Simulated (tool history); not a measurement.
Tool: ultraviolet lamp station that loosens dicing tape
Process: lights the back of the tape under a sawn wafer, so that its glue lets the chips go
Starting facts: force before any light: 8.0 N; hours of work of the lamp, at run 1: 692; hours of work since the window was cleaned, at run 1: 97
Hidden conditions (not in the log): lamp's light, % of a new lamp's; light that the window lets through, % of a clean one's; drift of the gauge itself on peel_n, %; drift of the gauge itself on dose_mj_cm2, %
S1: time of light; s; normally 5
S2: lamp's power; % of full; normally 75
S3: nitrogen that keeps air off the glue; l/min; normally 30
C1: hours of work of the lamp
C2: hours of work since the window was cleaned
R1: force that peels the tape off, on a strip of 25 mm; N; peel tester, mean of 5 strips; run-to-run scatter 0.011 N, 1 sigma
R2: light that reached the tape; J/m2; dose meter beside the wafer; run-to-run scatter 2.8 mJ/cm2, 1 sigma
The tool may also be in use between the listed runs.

Run 1, hour 0.0: usual settings; C1 692; C2 97. Result: R1 0.689 N, R2 3170 J/m2.
Run 2, hour 85.2: usual settings; C1 750; C2 155. Result: R1 0.751 N, R2 3030 J/m2.
Run 3, hour 174.0: usual settings; C1 809; C2 215. Result: R1 0.861 N, R2 2880 J/m2.
Run 4, hour 240.6: usual settings but S3 12 l/min; C1 854; C2 259. Result: R1 1.477 N, R2 2770 J/m2.
At hour 315.3: window cleaned of glue's vapour.
Run 5, hour 331.5: usual settings but S1 6 s; C1 915; C2 11. Result: R1 0.484 N, R2 3850 J/m2.
Run 6, hour 390.9: usual settings but S1 6 s; C1 955; C2 51. Result: R1 0.516 N, R2 3790 J/m2.
Run 7, hour 479.8: usual settings but S1 6 s; C1 1015; C2 111. Result: R1 0.543 N, R2 3580 J/m2.
Run 8, hour 553.4: usual settings; C1 1065; C2 160. Result: R1 0.852 N, R2 2850 J/m2.
Run 9, hour 618.5: usual settings; C1 1108; C2 204. Result: R1 0.917 N, R2 2790 J/m2.
Run 10, hour 663.4: usual settings but S2 63 % of full; C1 1139; C2 234. Result: R1 1.311 N, R2 2280 J/m2.
Run 11, hour 707.1: usual settings; C1 1168; C2 264. Result: R1 0.980 N, R2 2620 J/m2.
Run 12, hour 764.6: usual settings; C1 1207; C2 303. Result: R1 1.051 N, R2 2510 J/m2.
At hour 778.1: window cleaned of glue's vapour.
Run 13, hour 865.1: usual settings but S3 16 l/min; C1 1274; C2 59. Result: R1 1.164 N, R2 2880 J/m2.
Run 14, hour 939.6: usual settings but S3 16 l/min; C1 1324; C2 109. Result: R1 1.216 N, R2 2820 J/m2.
Run 15, hour 1023.8: usual settings; C1 1381; C2 165. Result: R1 0.990 N, R2 2630 J/m2.
Run 16, hour 1117.9: usual settings but S1 3 s; C1 1444; C2 229. Result: R1 2.261 N, R2 1510 J/m2.
Run 17, hour 1212.7: usual settings but S1 7 s; C1 1508; C2 293. Result: R1 0.651 N, R2 3320 J/m2.
At hour 1235.7: window cleaned of glue's vapour.
Run 18, hour 1275.8: usual settings but S3 10 l/min; C1 1550; C2 27. Result: R1 1.517 N, R2 2780 J/m2.
Run 19, hour 1327.1: usual settings but S3 25 l/min; C1 1585; C2 62. Result: R1 1.039 N, R2 2680 J/m2.
At hour 1389.9: lamp changed.
Run 20, hour 1418.0: usual settings but S1 3 s, S2 91 % of full, S3 25 l/min; C1 19; C2 122. Result: R1 1.115 N, R2 2650 J/m2.
Run 21, hour 1473.6: usual settings but S1 3 s, S2 91 % of full, S3 25 l/min; C1 56; C2 160. Result: R1 1.188 N, R2 2540 J/m2.
Run 22, hour 1515.3: usual settings but S1 2 s, S2 89 % of full, S3 15 l/min; C1 84; C2 188. Result: R1 2.666 N, R2 1640 J/m2.
Run 23, hour 1566.0: usual settings but S1 2 s, S2 79 % of full, S3 24 l/min; C1 119; C2 222. Result: R1 2.725 N, R2 1420 J/m2.
Run 24, hour 1639.3: usual settings but S3 42 l/min; C1 168; C2 271. Result: R1 0.583 N, R2 3180 J/m2.
At hour 1693.3: window cleaned of glue's vapour.
Run 25, hour 1700.0: usual settings but S2 66 % of full, S3 11 l/min; C1 209; C2 4. Result: R1 1.119 N, R2 3300 J/m2.
Run 26, hour 1773.1: usual settings but S2 63 % of full; C1 258; C2 54. Result: R1 0.768 N, R2 2950 J/m2.
Run 27, hour 1844.0: usual settings but S2 99 % of full; C1 306; C2 101. Result: R1 0.353 N, R2 4590 J/m2.
Run 28, hour 1921.5: usual settings but S1 3 s, S2 82 % of full, S3 9 l/min; C1 358; C2 154. Result: R1 2.239 N, R2 2220 J/m2.
Run 29, hour 2018.9: usual settings but S1 8 s, S2 93 % of full; C1 423; C2 219. Result: R1 0.246 N, R2 6250 J/m2.
Run 30, hour 2102.5: usual settings but S1 6 s, S2 89 % of full, S3 14 l/min; C1 480; C2 276. Result: R1 0.587 N, R2 4310 J/m2.
At hour 2150.4: window cleaned of glue's vapour.
Run 31, hour 2200.2: usual settings but S1 6 s, S2 93 % of full, S3 52 l/min; C1 545; C2 34. Result: R1 0.262 N, R2 5180 J/m2.
Run 32, hour 2264.9: usual settings but S1 10 s, S2 80 % of full, S3 21 l/min; C1 589; C2 77. Result: R1 0.239 N, R2 7180 J/m2.
Run 33, hour 2311.7: usual settings but S3 44 l/min; C1 620; C2 109. Result: R1 0.547 N, R2 3290 J/m2.
Run 34, hour 2378.4: usual settings but S2 96 % of full, S3 54 l/min; C1 665; C2 154. Result: R1 0.354 N, R2 4000 J/m2.
Run 35, hour 2475.5: usual settings but S1 3 s, S3 53 l/min; C1 730; C2 219. Result: R1 1.519 N, R2 1780 J/m2.
Run 36, hour 2525.0: usual settings but S2 97 % of full, S3 19 l/min; C1 764; C2 252. Result: R1 0.626 N, R2 3730 J/m2.
Run 37, hour 2601.0: usual settings but S2 97 % of full, S3 19 l/min; C1 815; C2 303. Result: R1 0.736 N, R2 3520 J/m2.
At hour 2607.9: window cleaned of glue's vapour.
Run 38, hour 2673.4: usual settings but S2 97 % of full, S3 19 l/min; C1 863; C2 44. Result: R1 0.508 N, R2 4180 J/m2.

Describe how what the log doesn't record of the tool's condition differs between the last listed run preceding each entry between runs and the first listed run following it.
Between runs 4 and 5: window cleaned of glue's vapour (hour 315.3)
  lamp's light, % of a new lamp's: 84.9 -> 83.8; light that the window lets through, % of a clean one's: 83.8 -> 99.1
  difference, measured minus the result without the unlogged condition, R1: +0.668 -> +0.131 N; R2: -1120 -> -790 J/m2
Between runs 12 and 13: window cleaned of glue's vapour (hour 778.1)
  lamp's light, % of a new lamp's: 78.8 -> 77.6; light that the window lets through, % of a clean one's: 82 -> 96.2
  difference, measured minus the result without the unlogged condition, R1: +0.593 -> +0.489 N; R2: -1390 -> -980 J/m2
Between runs 17 and 18: window cleaned of glue's vapour (hour 1235.7)
  lamp's light, % of a new lamp's: 73.7 -> 73; light that the window lets through, % of a clean one's: 82.7 -> 98
  difference, measured minus the result without the unlogged condition, R1: +0.361 -> +0.660 N; R2: -2120 -> -1100 J/m2
Between runs 19 and 20: lamp changed (hour 1389.9)
  lamp's light, % of a new lamp's: 72.4 -> 99.4; light that the window lets through, % of a clean one's: 96 -> 92.6
  difference, measured minus the result without the unlogged condition, R1: +0.517 -> +0.154 N; R2: -1190 -> -230 J/m2
Between runs 24 and 25: window cleaned of glue's vapour (hour 1693.3)
  lamp's light, % of a new lamp's: 96.9 -> 96.2; light that the window lets through, % of a clean one's: 83.8 -> 99.7
  difference, measured minus the result without the unlogged condition, R1: +0.190 -> +0.080 N; R2: -730 -> -140 J/m2
Between runs 30 and 31: window cleaned of glue's vapour (hour 2150.4)
  lamp's light, % of a new lamp's: 91.7 -> 90.6; light that the window lets through, % of a clean one's: 84.6 -> 97.9
  difference, measured minus the result without the unlogged condition, R1: +0.219 -> +0.023 N; R2: -1240 -> -660 J/m2
Between runs 37 and 38: window cleaned of glue's vapour (hour 2607.9)
  lamp's light, % of a new lamp's: 86.1 -> 85.3; light that the window lets through, % of a clean one's: 81.9 -> 97.2
  difference, measured minus the result without the unlogged condition, R1: +0.356 -> +0.146 N; R2: -1480 -> -860 J/m2
